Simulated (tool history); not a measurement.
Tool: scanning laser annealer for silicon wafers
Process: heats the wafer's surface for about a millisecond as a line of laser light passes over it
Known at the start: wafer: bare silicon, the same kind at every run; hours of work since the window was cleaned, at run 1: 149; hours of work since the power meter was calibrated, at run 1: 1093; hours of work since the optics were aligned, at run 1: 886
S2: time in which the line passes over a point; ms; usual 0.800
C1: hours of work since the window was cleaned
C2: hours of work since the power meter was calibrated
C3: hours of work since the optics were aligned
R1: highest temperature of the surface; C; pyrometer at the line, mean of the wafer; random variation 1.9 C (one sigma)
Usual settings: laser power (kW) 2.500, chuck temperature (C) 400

{"run": 1, "day": 0.0, "laser power (kW)": 2.5, "S2": 0.8, "chuck temperature (C)": 400, "C1": 149, "C2": 1093, "C3": 886, "R1": 1085}
{"run": 2, "day": 2.538, "laser power (kW)": 2.5, "S2": 0.8, "chuck temperature (C)": 400, "C1": 197, "C2": 1142, "C3": 934, "R1": 1080}
{"run": 3, "day": 4.346, "laser power (kW)": 2.212, "S2": 0.8, "chuck temperature (C)": 400, "C1": 232, "C2": 1176, "C3": 969, "R1": 980}
{"run": 4, "day": 6.054, "laser power (kW)": 2.212, "S2": 0.8, "chuck temperature (C)": 400, "C1": 265, "C2": 1209, "C3": 1001, "R1": 976}
{"run": 5, "day": 9.492, "laser power (kW)": 2.449, "S2": 0.8, "chuck temperature (C)": 400, "C1": 330, "C2": 1274, "C3": 1067, "R1": 1049}
{"day": 11.55, "done": "optics aligned, line set to its width"}
{"run": 6, "day": 12.267, "laser power (kW)": 2.5, "S2": 0.8, "chuck temperature (C)": 428, "C1": 379, "C2": 1323, "C3": 14, "R1": 1116}
{"run": 7, "day": 15.962, "laser power (kW)": 2.5, "S2": 0.8, "chuck temperature (C)": 428, "C1": 449, "C2": 1394, "C3": 84, "R1": 1109}
{"day": 16.888, "done": "window over the wafer cleaned"}
{"run": 8, "day": 20.117, "laser power (kW)": 2.5, "S2": 0.8, "chuck temperature (C)": 428, "C1": 62, "C2": 1472, "C3": 162, "R1": 1134}
{"run": 9, "day": 23.15, "laser power (kW)": 2.5, "S2": 0.8, "chuck temperature (C)": 360, "C1": 119, "C2": 1529, "C3": 220, "R1": 1059}
{"run": 10, "day": 26.017, "laser power (kW)": 2.5, "S2": 0.8, "chuck temperature (C)": 360, "C1": 174, "C2": 1584, "C3": 274, "R1": 1052}
{"run": 11, "day": 29.904, "laser power (kW)": 2.5, "S2": 0.8, "chuck temperature (C)": 424, "C1": 248, "C2": 1658, "C3": 348, "R1": 1109}
{"run": 12, "day": 32.338, "laser power (kW)": 2.5, "S2": 0.8, "chuck temperature (C)": 400, "C1": 295, "C2": 1704, "C3": 395, "R1": 1081}
{"run": 13, "day": 35.783, "laser power (kW)": 2.5, "S2": 0.8, "chuck temperature (C)": 439, "C1": 360, "C2": 1770, "C3": 460, "R1": 1113}
{"run": 14, "day": 37.954, "laser power (kW)": 2.5, "S2": 0.8, "chuck temperature (C)": 439, "C1": 402, "C2": 1812, "C3": 502, "R1": 1112}
{"day": 41.329, "done": "window over the wafer cleaned"}
{"run": 15, "day": 41.862, "laser power (kW)": 2.5, "S2": 0.611, "chuck temperature (C)": 400, "C1": 10, "C2": 1885, "C3": 575, "R1": 1000}
{"run": 16, "day": 44.383, "laser power (kW)": 2.5, "S2": 0.611, "chuck temperature (C)": 400, "C1": 58, "C2": 1933, "C3": 623, "R1": 1001}
{"run": 17, "day": 47.1, "laser power (kW)": 2.5, "S2": 0.611, "chuck temperature (C)": 400, "C1": 110, "C2": 1984, "C3": 675, "R1": 993}
{"run": 18, "day": 50.171, "laser power (kW)": 2.5, "S2": 0.611, "chuck temperature (C)": 400, "C1": 169, "C2": 2043, "C3": 733, "R1": 990}
{"run": 19, "day": 52.229, "laser power (kW)": 2.5, "S2": 0.8, "chuck temperature (C)": 400, "C1": 208, "C2": 2082, "C3": 773, "R1": 1076}
{"run": 20, "day": 54.846, "laser power (kW)": 2.246, "S2": 0.8, "chuck temperature (C)": 400, "C1": 258, "C2": 2132, "C3": 822, "R1": 984}
{"run": 21, "day": 56.783, "laser power (kW)": 2.246, "S2": 0.8, "chuck temperature (C)": 400, "C1": 295, "C2": 2169, "C3": 859, "R1": 979}
{"run": 22, "day": 59.112, "laser power (kW)": 2.246, "S2": 0.8, "chuck temperature (C)": 437, "C1": 339, "C2": 2214, "C3": 904, "R1": 1015}
{"run": 23, "day": 63.2, "laser power (kW)": 2.631, "S2": 0.782, "chuck temperature (C)": 402, "C1": 417, "C2": 2291, "C3": 982, "R1": 1093}
{"day": 65.542, "done": "window over the wafer cleaned"}
{"run": 24, "day": 66.729, "laser power (kW)": 2.432, "S2": 0.84, "chuck temperature (C)": 385, "C1": 23, "C2": 2357, "C3": 1047, "R1": 1058}
{"day": 69.808, "done": "optics aligned, line set to its width"}
{"run": 25, "day": 69.867, "laser power (kW)": 2.287, "S2": 0.561, "chuck temperature (C)": 416, "C1": 79, "C2": 2413, "C3": 1, "R1": 931}
{"run": 26, "day": 73.75, "laser power (kW)": 2.287, "S2": 0.561, "chuck temperature (C)": 416, "C1": 153, "C2": 2487, "C3": 75, "R1": 927}
{"run": 27, "day": 76.575, "laser power (kW)": 2.287, "S2": 0.561, "chuck temperature (C)": 416, "C1": 206, "C2": 2541, "C3": 129, "R1": 922}
{"run": 28, "day": 78.942, "laser power (kW)": 2.287, "S2": 0.675, "chuck temperature (C)": 416, "C1": 252, "C2": 2586, "C3": 174, "R1": 967}
{"run": 29, "day": 82.867, "laser power (kW)": 2.287, "S2": 0.675, "chuck temperature (C)": 416, "C1": 326, "C2": 2661, "C3": 249, "R1": 969}
{"run": 30, "day": 86.667, "laser power (kW)": 2.287, "S2": 0.56, "chuck temperature (C)": 416, "C1": 399, "C2": 2733, "C3": 321, "R1": 912}
{"run": 31, "day": 88.308, "laser power (kW)": 2.287, "S2": 0.56, "chuck temperature (C)": 416, "C1": 430, "C2": 2765, "C3": 353, "R1": 906}
{"day": 90.012, "done": "window over the wafer cleaned"}
{"run": 32, "day": 92.242, "laser power (kW)": 2.688, "S2": 0.573, "chuck temperature (C)": 410, "C1": 43, "C2": 2838, "C3": 426, "R1": 1050}
{"run": 33, "day": 93.971, "laser power (kW)": 2.254, "S2": 0.939, "chuck temperature (C)": 400, "C1": 75, "C2": 2871, "C3": 459, "R1": 1060}
{"run": 34, "day": 96.221, "laser power (kW)": 2.317, "S2": 0.756, "chuck temperature (C)": 435, "C1": 118, "C2": 2914, "C3": 502, "R1": 1041}
{"run": 35, "day": 99.004, "laser power (kW)": 2.317, "S2": 0.756, "chuck temperature (C)": 435, "C1": 171, "C2": 2967, "C3": 555, "R1": 1032}
{"run": 36, "day": 102.05, "laser power (kW)": 2.317, "S2": 0.756, "chuck temperature (C)": 435, "C1": 230, "C2": 3025, "C3": 613, "R1": 1030}
{"run": 37, "day": 104.454, "laser power (kW)": 2.317, "S2": 0.756, "chuck temperature (C)": 435, "C1": 275, "C2": 3071, "C3": 659, "R1": 1026}
{"run": 38, "day": 107.554, "laser power (kW)": 2.317, "S2": 0.756, "chuck temperature (C)": 435, "C1": 334, "C2": 3130, "C3": 718, "R1": 1021}
{"day": 110.892, "done": "laser's power meter calibrated"}
{"run": 39, "day": 110.975, "laser power (kW)": 2.5, "S2": 0.841, "chuck temperature (C)": 423, "C1": 397, "C2": 2, "C3": 781, "R1": 1119}

Measured less the same run without the tool's hidden state. The same run-to-run variation is in both; the gauge's scatter may not be:
The hidden state here: light that passes the window, % of a clean one's; laser's true power over the reading, %; width of the line over the set one, %; drift of the gauge itself on peak_c, C.
run=1 R1=-37
run=2 R1=-41
run=3 R1=-37
run=4 R1=-41
run=5 R1=-52
run=6 R1=-35
run=7 R1=-42
run=8 R1=-17
run=9 R1=-23
run=10 R1=-29
run=11 R1=-37
run=12 R1=-41
run=13 R1=-47
run=14 R1=-51
run=15 R1=-23
run=16 R1=-27
run=17 R1=-32
run=18 R1=-37
run=19 R1=-47
run=20 R1=-44
run=21 R1=-47
run=22 R1=-51
run=23 R1=-69
run=24 R1=-43
run=25 R1=-15
run=26 R1=-21
run=27 R1=-24
run=28 R1=-31
run=29 R1=-37
run=30 R1=-38
run=31 R1=-40
run=32 R1=-26
run=33 R1=-29
run=34 R1=-31
run=35 R1=-36
run=36 R1=-40
run=37 R1=-44
run=38 R1=-49
run=39 R1=-48
